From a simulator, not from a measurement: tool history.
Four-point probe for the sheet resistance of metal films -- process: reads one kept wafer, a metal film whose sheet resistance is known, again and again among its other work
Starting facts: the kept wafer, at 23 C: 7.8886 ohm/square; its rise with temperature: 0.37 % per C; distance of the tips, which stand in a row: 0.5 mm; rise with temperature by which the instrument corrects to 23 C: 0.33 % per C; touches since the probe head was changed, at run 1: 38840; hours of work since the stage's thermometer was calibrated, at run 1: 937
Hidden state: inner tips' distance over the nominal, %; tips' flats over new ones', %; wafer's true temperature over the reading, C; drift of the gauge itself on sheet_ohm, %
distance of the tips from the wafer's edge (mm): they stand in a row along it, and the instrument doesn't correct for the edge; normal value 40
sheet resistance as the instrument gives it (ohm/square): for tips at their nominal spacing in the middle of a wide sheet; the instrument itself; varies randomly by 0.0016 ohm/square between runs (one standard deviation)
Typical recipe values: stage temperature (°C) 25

| run | hour | stage temperature (°C) | distance of the tips from the wafer's edge (mm) | touches since the probe head was changed | hours of work since the stage's thermometer was calibrated | sheet resistance as the instrument gives it (ohm/square) |
|---|---|---|---|---|---|---|
| 1 | 0.0 | 25 | 40 | 38840 | 937 | 7.888969 |
| 2 | 31.6 | 25 | 40 | 39573 | 959 | 7.887039 |
| 3 | 85.8 | 25 | 40 | 40829 | 997 | 7.887518 |
| 4 | 129.2 | 25 | 29 | 41833 | 1027 | 7.891139 |
| 5 | 163.0 | 25 | 29 | 42618 | 1050 | 7.888528 |
| 6 | 189.4 | 25 | 29 | 43229 | 1068 | 7.888924 |
| 7 | 213.3 | 25 | 29 | 43782 | 1085 | 7.891508 |
| 8 | 247.0 | 25 | 6 | 44563 | 1108 | 7.917672 |
| 9 | 280.7 | 32 | 3 | 45346 | 1132 | 8.021662 |
| 10 | 324.3 | 29 | 4 | 46356 | 1162 | 7.967947 |
| 11 | 362.9 | 19 | 59 | 47251 | 1189 | 7.869978 |
| 12 | 396.9 | 19 | 59 | 48039 | 1213 | 7.867588 |
| 13 | 437.7 | 28 | 70 | 48984 | 1241 | 7.896758 |
| 14 | 463.2 | 20 | 21 | 49575 | 1259 | 7.874480 |
| 15 | 497.7 | 20 | 16 | 50376 | 1282 | 7.876113 |
| 16 | 537.9 | 20 | 16 | 51307 | 1310 | 7.879723 |

Here are 3 independent what-if runs from the current tool condition. What would each one return?
| A | 587.7 | 20 | 40 | 52461 | 1345 | ? |
| B | 587.7 | 27 | 16 | 52461 | 1345 | ? |
| C | 587.7 | 21 | 37 | 52461 | 1345 | ? |

| run | sheet resistance as the instrument gives it (ohm/square) |
|---|---|
| A | 7.874164 |
| B | 7.901698 |
| C | 7.876377 |
Without the tool's unlogged condition, the same runs would have read:
| run | sheet resistance as the instrument gives it (ohm/square) |
|---|---|
| A | 7.880135 |
| B | 7.907521 |
| C | 7.882325 |
